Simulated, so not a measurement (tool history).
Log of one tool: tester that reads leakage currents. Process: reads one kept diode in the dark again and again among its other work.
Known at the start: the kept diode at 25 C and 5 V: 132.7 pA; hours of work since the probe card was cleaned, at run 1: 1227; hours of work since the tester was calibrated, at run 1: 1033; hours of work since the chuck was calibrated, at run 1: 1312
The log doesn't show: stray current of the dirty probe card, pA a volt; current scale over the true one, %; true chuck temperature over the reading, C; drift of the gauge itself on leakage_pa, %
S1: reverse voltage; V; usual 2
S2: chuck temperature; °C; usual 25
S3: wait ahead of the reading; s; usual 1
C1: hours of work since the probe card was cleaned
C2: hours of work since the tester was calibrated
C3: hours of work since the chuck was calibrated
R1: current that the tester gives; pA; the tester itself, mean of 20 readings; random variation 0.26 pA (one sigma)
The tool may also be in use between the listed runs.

run    hour     S1  S2    S3    C1    C2    C3       R1
  1       0      2  25     1  1227  1033  1312    84.03
  2    39.2      2  25  1.76  1253  1059  1338    84.08
  3    82.7      2  25     1  1282  1088  1367    83.92
  4   102.4      2  25  1.54  1295  1101  1380    84.21
  5   143.7      2  25     1  1323  1128  1407    83.58
  6   164.1      2  25     1  1336  1142  1421    83.86
  7   191.5      2  25  1.47  1354  1160  1439    83.69
  8   233.7      2  25  1.47  1382  1188  1467    83.25
  9     257      2  25  1.47  1398  1203  1482    83.69
 10   285.7      2  25  1.47  1417  1222  1501    83.75
 11   308.7      2  25  1.47  1432  1238  1517    84.16
      312.8  -- chuck's temperature calibrated
 12   349.5      2  25  1.47  1458  1263    24     88.6
 13   386.1      2  25   3.4  1482  1288    49    88.18
 14   419.5      2  47     1  1504  1310    71    534.7
 15   459.2      2  25     1  1530  1336    97    88.15
      468.9  -- probe card cleaned and baked
 16   495.6      2  25     1    18  1358   119    84.21
 17   515.8      2  58     1    31  1371   133  1219.25
 18   556.6      2  25     1    58  1398   160    84.23
 19     594   2.77  25     1    83  1423   184    98.64
 20     635   2.77  25     1   110  1450   211    98.39
 21   666.5   2.77  25     1   131  1471   232    98.28
 22   707.4   2.27  25     1   158  1498   259    89.42
 23   740.4   2.37  25  4.09   180  1520   281    91.01
 24   780.1   2.36  47  9.72   206  1547   308   572.19
 25   808.1   4.97  25     1   225  1565   326   132.42
 26   850.1      2  29  4.61   253  1593   354   119.36
 27   888.4  11.43  20  2.57   278  1618   379   127.01
 28   930.1  11.43  20  2.57   306  1646   407   126.76
 29   974.9   7.27  36  0.42   335  1676   437   408.23
 30  1013.2      6  20  0.39   361  1701   462    95.82
 31  1056.1      6  20  0.39   389  1729   490    95.86
 32  1091.9      2  25   0.4   413  1753   514    84.89
 33  1119.2      7  23     1   431  1771   532   131.06
 34  1148.2   10.3  49  7.81   450  1790   551  1353.68
 35  1167.6      2  46     1   463  1803   564   486.63
 36  1202.6   2.07  54  7.92   486  1826   587   911.41
 37  1225.9      2  26     1   501  1842   603    91.48
 38  1245.3      2  26     1   514  1855   616    91.91
 39  1289.2   5.09  57   0.5   543  1884   645   1758.7
 40  1318.5   3.23  33  0.38   563  1903   664   212.42
 41  1340.6   3.23  33  0.38   577  1918   679   213.54

Measured less the same run without the tool's hidden state. The same run-to-run variation is in both; the gauge's scatter may not be:
run      R1
  1   -1.89
  2   -1.92
  3   -1.93
  4   -1.94
  5   -1.94
  6   -1.97
  7   -1.98
  8   -1.99
  9   -2.02
 10   -2.03
 11   -2.05
 12   +2.71
 13    +2.7
 14   -4.08
 15   +2.64
 16   -1.51
 17  -20.62
 18   -1.56
 19    -1.8
 20   -1.81
 21   -1.82
 22   -1.73
 23   -1.77
 24   -13.3
 25    -2.1
 26   -2.69
 27   +0.54
 28   +0.84
 29    -9.1
 30   -0.16
 31   -0.05
 32   -1.86
 33   -0.62
 34  -38.86
 35  -15.45
 36  -29.65
 37    -2.2
 38   -2.23
 39  -58.86
 40   -6.06
 41   -6.15

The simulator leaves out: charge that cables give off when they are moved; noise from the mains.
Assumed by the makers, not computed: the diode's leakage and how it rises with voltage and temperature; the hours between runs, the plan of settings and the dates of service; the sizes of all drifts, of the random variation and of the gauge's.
